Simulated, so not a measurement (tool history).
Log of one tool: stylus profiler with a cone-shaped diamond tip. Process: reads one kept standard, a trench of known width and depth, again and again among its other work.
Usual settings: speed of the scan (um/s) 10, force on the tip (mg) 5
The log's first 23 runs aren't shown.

| run | hour | speed of the scan (um/s) | force on the tip (mg) | depth of the trench (nm) | width of the trench's floor (nm) |
|---|---|---|---|---|---|
| 24 | 263.9 | 8 | 5.86 | 1017.2 | 15160 |
| 25 | 274.6 | 8 | 5.86 | 1017.07 | 15150 |
| 26 | 282.8 | 8 | 2.69 | 1009.36 | 15110 |
| 27 | 295.6 | 6 | 3.26 | 1010.81 | 15110 |
| 28 | 309.6 | 6 | 3.26 | 1010.97 | 15070 |
| 29 | 319 | 36 | 3.26 | 1010.95 | 14960 |
| 30 | 329.6 | 9 | 8.11 | 1021.37 | 15080 |
|  | 330.9 | height scale calibrated on a step standard |
| 31 | 340.9 | 5 | 9.45 | 1022.78 | 15070 |
| 32 | 351.3 | 2 | 10.35 | 1024.43 | 15130 |
| 33 | 366.9 | 2 | 10.35 | 1024.77 | 15000 |
| 34 | 375.8 | 2 | 10.35 | 1023.95 | 15010 |
| 35 | 390.9 | 2 | 2.78 | 1009.04 | 14960 |
| 36 | 403.2 | 24 | 2.78 | 1009.2 | 14950 |
|  | 410.5 | height scale calibrated on a step standard, once more |
| 37 | 419.7 | 9 | 11.74 | 1028.35 | 14950 |
| 38 | 435.4 | 9 | 11.74 | 1028.45 | 14910 |
| 39 | 451.3 | 14 | 10.15 | 1025.87 | 14910 |
| 40 | 463.7 | 33 | 5 | 1015.95 | 14810 |
| 41 | 481.1 | 11 | 2.36 | 1009.23 | 14800 |
| 42 | 488.4 | 11 | 2.36 | 1009.23 | 14840 |
| 43 | 495.9 | 16 | 9.56 | 1024.72 | 14850 |
| 44 | 512.8 | 16 | 9.56 | 1024.66 | 14790 |
| 45 | 529.5 | 2 | 9.81 | 1024.91 | 14790 |
| 46 | 542.4 | 3 | 5.87 | 1017.4 | 14770 |

4 ways to go on from here, each from the tool as it stands after run 46. What would each give?
| A | 554.8 | 3 | 1.67 | ? | ? |
| B | 554.8 | 24 | 1.82 | ? | ? |
| C | 554.8 | 3 | 2.75 | ? | ? |
| D | 554.8 | 15 | 5 | ? | ? |

| run | depth of the trench (nm) | width of the trench's floor (nm) |
|---|---|---|
| A | 1006.84 | 14760 |
| B | 1007.67 | 14610 |
| C | 1010.27 | 14750 |
| D | 1015.73 | 14730 |
Without the tool's hidden state the same runs would have given:
| run | depth of the trench (nm) | width of the trench's floor (nm) |
|---|---|---|
| A | 1007.49 | 16540 |
| B | 1008.31 | 16390 |
| C | 1010.91 | 16530 |
| D | 1016.38 | 16500 |
